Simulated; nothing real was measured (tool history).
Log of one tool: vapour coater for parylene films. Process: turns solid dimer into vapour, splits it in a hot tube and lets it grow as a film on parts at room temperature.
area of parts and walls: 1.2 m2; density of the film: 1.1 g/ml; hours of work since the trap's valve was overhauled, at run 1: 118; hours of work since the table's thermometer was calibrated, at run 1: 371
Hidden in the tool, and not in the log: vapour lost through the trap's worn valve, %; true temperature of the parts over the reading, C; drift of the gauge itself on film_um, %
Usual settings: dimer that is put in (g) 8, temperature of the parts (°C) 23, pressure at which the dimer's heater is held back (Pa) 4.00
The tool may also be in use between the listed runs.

| run | hour | dimer that is put in (g) | temperature of the parts (°C) | pressure at which the dimer's heater is held back (Pa) | hours of work since the trap's valve was overhauled | hours of work since the table's thermometer was calibrated | thickness of the film (um) |
|---|---|---|---|---|---|---|---|
| 1 | 0.0 | 8 | 23 | 4.00 | 118 | 371 | 3.90 |
| 2 | 48.8 | 8 | 23 | 4.00 | 162 | 415 | 3.85 |
| 3 | 125.8 | 8 | 27 | 4.00 | 231 | 484 | 3.64 |
| 4 | 211.2 | 8 | 27 | 4.00 | 307 | 560 | 3.52 |
|  | 236.8 | trap's valve overhauled |
| 5 | 281.2 | 8 | 23 | 4.00 | 40 | 620 | 3.47 |
| 6 | 339.2 | 8 | 23 | 4.00 | 92 | 672 | 3.43 |
| 7 | 389.7 | 8 | 23 | 4.00 | 137 | 717 | 3.48 |
| 8 | 428.0 | 8 | 23 | 4.00 | 171 | 751 | 3.42 |
| 9 | 490.7 | 8 | 23 | 4.00 | 228 | 807 | 3.36 |
| 10 | 552.5 | 8 | 23 | 4.00 | 283 | 863 | 3.31 |
| 11 | 594.0 | 8 | 23 | 4.00 | 320 | 900 | 3.28 |
|  | 603.7 | trap's valve overhauled |
|  | 632.5 | trap's valve overhauled, once more |
| 12 | 669.2 | 8 | 19 | 4.00 | 33 | 960 | 4.25 |
| 13 | 723.6 | 3 | 28 | 4.00 | 82 | 1009 | 1.38 |
| 14 | 793.9 | 9 | 26 | 4.00 | 145 | 1072 | 4.17 |
| 15 | 859.2 | 9 | 26 | 4.00 | 203 | 1131 | 4.10 |
| 16 | 926.0 | 9 | 26 | 4.00 | 263 | 1190 | 4.08 |
| 17 | 972.9 | 7 | 22 | 4.00 | 305 | 1232 | 3.32 |
|  | 995.7 | trap's valve overhauled |
| 18 | 1013.3 | 8 | 17 | 2.23 | 16 | 1265 | 4.97 |
| 19 | 1059.0 | 4 | 31 | 5.57 | 57 | 1306 | 1.61 |
| 20 | 1141.0 | 9 | 19 | 9.13 | 130 | 1380 | 3.90 |
| 21 | 1206.6 | 9 | 19 | 9.13 | 189 | 1438 | 3.81 |
| 22 | 1291.5 | 9 | 19 | 5.50 | 265 | 1514 | 4.19 |
|  | 1359.8 | trap's valve overhauled |
| 23 | 1366.0 | 5 | 33 | 7.82 | 6 | 1578 | 1.78 |

Forecast each of these 5 alternatives for the next run:
| A | 1417.5 | 10 | 20 | 2.46 | 52 | 1624 | ? |
| B | 1417.5 | 5 | 21 | 2.09 | 52 | 1624 | ? |
| C | 1417.5 | 3 | 23 | 8.64 | 52 | 1624 | ? |
| D | 1417.5 | 8 | 15 | 4.00 | 52 | 1624 | ? |
| E | 1417.5 | 8 | 33 | 7.82 | 52 | 1624 | ? |

| run | thickness of the film (um) |
|---|---|
| A | 5.85 |
| B | 2.94 |
| C | 1.31 |
| D | 4.59 |
| E | 2.91 |
Without the tool's hidden state the same runs would have given:
| run | thickness of the film (um) |
|---|---|
| A | 5.89 |
| B | 2.96 |
| C | 1.32 |
| D | 4.62 |
| E | 2.93 |

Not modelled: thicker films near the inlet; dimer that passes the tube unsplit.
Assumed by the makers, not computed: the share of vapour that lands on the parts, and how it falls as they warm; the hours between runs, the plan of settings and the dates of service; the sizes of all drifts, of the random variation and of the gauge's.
